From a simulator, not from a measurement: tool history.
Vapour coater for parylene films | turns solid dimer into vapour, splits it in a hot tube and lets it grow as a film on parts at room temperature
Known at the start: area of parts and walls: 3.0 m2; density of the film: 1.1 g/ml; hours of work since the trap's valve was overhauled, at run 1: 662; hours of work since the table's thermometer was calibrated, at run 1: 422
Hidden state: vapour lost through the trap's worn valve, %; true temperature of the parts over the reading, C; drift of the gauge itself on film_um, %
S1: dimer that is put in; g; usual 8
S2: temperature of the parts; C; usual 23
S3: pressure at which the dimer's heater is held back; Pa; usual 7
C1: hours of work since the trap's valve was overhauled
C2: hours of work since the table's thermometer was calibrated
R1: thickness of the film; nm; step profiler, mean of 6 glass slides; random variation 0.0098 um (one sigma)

| run | hour | S1 | S2 | S3 | C1 | C2 | R1 |
|---|---|---|---|---|---|---|---|
| 1 | 0 | 8 | 23 | 7 | 662 | 422 | 1173 |
| 2 | 23.3 | 8 | 19 | 7 | 679 | 439 | 1380 |
|  | 37.9 | trap's valve overhauled |
| 3 | 44.4 | 8 | 23 | 2.3 | 5 | 451 | 1488 |
| 4 | 68.6 | 8 | 20 | 7 | 22 | 469 | 1482 |
| 5 | 96.4 | 8 | 34 | 7 | 42 | 488 | 886 |
| 6 | 127.4 | 4 | 34 | 7 | 64 | 510 | 445 |
| 7 | 154.2 | 4 | 34 | 7 | 83 | 530 | 431 |
| 8 | 177.4 | 4 | 34 | 7 | 99 | 546 | 438 |
| 9 | 211.5 | 4 | 34 | 7 | 124 | 570 | 426 |
| 10 | 240.5 | 4 | 34 | 7 | 145 | 591 | 426 |
| 11 | 259 | 8 | 23 | 2.71 | 158 | 604 | 1434 |
| 12 | 282.9 | 8 | 16 | 2.71 | 175 | 621 | 1827 |
| 13 | 313.1 | 8 | 16 | 2.71 | 196 | 643 | 1818 |
| 14 | 342.4 | 8 | 25 | 7 | 217 | 664 | 1183 |
| 15 | 359.9 | 12 | 22 | 9.37 | 230 | 676 | 1925 |
| 16 | 394.4 | 12 | 22 | 9.37 | 254 | 701 | 1924 |
| 17 | 424.9 | 12 | 22 | 9.37 | 276 | 723 | 1896 |
| 18 | 442.9 | 12 | 22 | 9.37 | 289 | 736 | 1898 |
| 19 | 475.7 | 7 | 17 | 7 | 312 | 759 | 1374 |
| 20 | 495.5 | 8 | 16 | 5.31 | 326 | 773 | 1650 |
| 21 | 531.6 | 8 | 23 | 7 | 352 | 799 | 1234 |
| 22 | 564.2 | 12 | 18 | 2.66 | 375 | 822 | 2445 |
| 23 | 597.4 | 6 | 21 | 4.53 | 399 | 846 | 1022 |
| 24 | 631.8 | 6 | 21 | 4.53 | 424 | 870 | 1016 |
| 25 | 657.5 | 8 | 17 | 10.93 | 442 | 889 | 1435 |
| 26 | 694.5 | 14 | 26 | 4.28 | 468 | 915 | 1990 |
| 27 | 713.5 | 9 | 26 | 4.28 | 482 | 929 | 1293 |

Measured less the same run without the tool's hidden state. The same run-to-run variation is in both; the gauge's scatter may not be:
| run | R1 |
|---|---|
| 1 | -183 |
| 2 | -218 |
| 3 | -29 |
| 4 | -35 |
| 5 | -24 |
| 6 | -15 |
| 7 | -16 |
| 8 | -18 |
| 9 | -20 |
| 10 | -22 |
| 11 | -77 |
| 12 | -106 |
| 13 | -115 |
| 14 | -81 |
| 15 | -137 |
| 16 | -148 |
| 17 | -157 |
| 18 | -163 |
| 19 | -124 |
| 20 | -156 |
| 21 | -126 |
| 22 | -261 |
| 23 | -117 |
| 24 | -122 |
| 25 | -179 |
| 26 | -258 |
| 27 | -169 |
